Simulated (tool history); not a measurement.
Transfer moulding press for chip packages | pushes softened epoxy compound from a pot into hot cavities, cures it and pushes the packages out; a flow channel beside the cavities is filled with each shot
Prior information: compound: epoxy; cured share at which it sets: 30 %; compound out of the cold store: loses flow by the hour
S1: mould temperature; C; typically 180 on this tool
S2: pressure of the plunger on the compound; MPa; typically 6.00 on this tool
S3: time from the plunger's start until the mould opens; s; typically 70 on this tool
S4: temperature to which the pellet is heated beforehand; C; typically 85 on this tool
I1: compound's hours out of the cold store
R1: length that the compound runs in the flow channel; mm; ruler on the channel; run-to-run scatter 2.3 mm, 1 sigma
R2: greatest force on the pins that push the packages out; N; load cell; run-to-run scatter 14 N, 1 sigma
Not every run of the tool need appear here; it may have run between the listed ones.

run	hour	S1	S2	S3	S4	I1	R1	R2
1	0.0	180	6.00	70	85	14.9	677	880
# hour 32.8: cavities cleaned with cleaning compound and waxed
# hour 74.6: cavities cleaned with cleaning compound and waxed
2	99.1	180	6.00	58	85	44.2	625	1747
# hour 121.1: cavities cleaned with cleaning compound and waxed
# hour 170.0: cavities cleaned with cleaning compound and waxed
3	171.0	180	6.00	58	85	30.6	642	1158
# hour 216.4: cavities cleaned with cleaning compound and waxed
4	233.4	180	6.00	58	85	25.8	645	1597
# hour 265.3: cavities cleaned with cleaning compound and waxed
# hour 276.6: plunger's sealing rings changed
# hour 309.4: cavities cleaned with cleaning compound and waxed
5	316.7	180	6.00	70	85	38.1	644	842
# hour 356.4: cavities cleaned with cleaning compound and waxed
6	363.5	180	6.00	59	85	26.5	660	1315
# hour 400.4: cavities cleaned with cleaning compound and waxed
# hour 445.6: cavities cleaned with cleaning compound and waxed
7	449.6	180	6.00	59	85	18.5	664	1230
# hour 494.2: cavities cleaned with cleaning compound and waxed
# hour 537.1: cavities cleaned with cleaning compound and waxed
8	539.9	180	6.00	59	85	21.2	658	1150
# hour 579.4: cavities cleaned with cleaning compound and waxed
9	615.9	180	6.00	70	85	32.4	638	1216
# hour 626.6: cavities cleaned with cleaning compound and waxed
# hour 673.6: cavities cleaned with cleaning compound and waxed
# hour 684.8: plunger's sealing rings changed
10	691.0	180	6.00	70	85	31.9	653	963
# hour 721.6: cavities cleaned with cleaning compound and waxed
# hour 769.8: cavities cleaned with cleaning compound and waxed
11	793.4	180	6.00	70	85	16.3	675	1152
# hour 813.8: cavities cleaned with cleaning compound and waxed
# hour 858.8: cavities cleaned with cleaning compound and waxed
12	886.2	180	6.00	70	85	29.8	650	1154
# hour 896.7: mould's thermocouples calibrated
# hour 903.2: cavities cleaned with cleaning compound and waxed
# hour 947.3: cavities cleaned with cleaning compound and waxed
13	966.4	178	6.00	53	86	11.9	683	2511
# hour 989.7: cavities cleaned with cleaning compound and waxed
14	1019.1	180	6.00	54	85	27.1	653	2374
# hour 1038.6: cavities cleaned with cleaning compound and waxed
15	1071.0	180	6.00	96	85	17.9	662	749
# hour 1088.3: plunger's sealing rings changed
# hour 1089.8: cavities cleaned with cleaning compound and waxed
# hour 1131.5: cavities cleaned with cleaning compound and waxed
16	1161.8	180	6.00	96	85	31.7	656	739
# hour 1176.8: cavities cleaned with cleaning compound and waxed
# hour 1226.6: cavities cleaned with cleaning compound and waxed
17	1246.0	180	6.00	96	85	11.5	683	648
# hour 1269.2: cavities cleaned with cleaning compound and waxed
18	1308.5	174	6.00	70	86	36.9	663	2178
# hour 1318.5: cavities cleaned with cleaning compound and waxed
# hour 1365.8: cavities cleaned with cleaning compound and waxed
# hour 1386.0: mould's thermocouples calibrated, once more
19	1386.0	174	6.00	70	86	45.3	639	1508
# hour 1410.5: cavities cleaned with cleaning compound and waxed
# hour 1455.8: cavities cleaned with cleaning compound and waxed
20	1479.0	182	5.16	70	85	12.0	613	965

Run 21 is up next; what results do you expect?
# hour 1494.5: plunger's sealing rings changed
# hour 1501.4: cavities cleaned with cleaning compound and waxed
# hour 1543.8: cavities cleaned with cleaning compound and waxed
# hour 1588.7: cavities cleaned with cleaning compound and waxed
21	1589.4	182	5.16	70	85	41.8	?	?

Run 21 yielded R1 585 mm, R2 591 N.
Without the tool's hidden state the same run would have given R1 591 mm, R2 560 N.
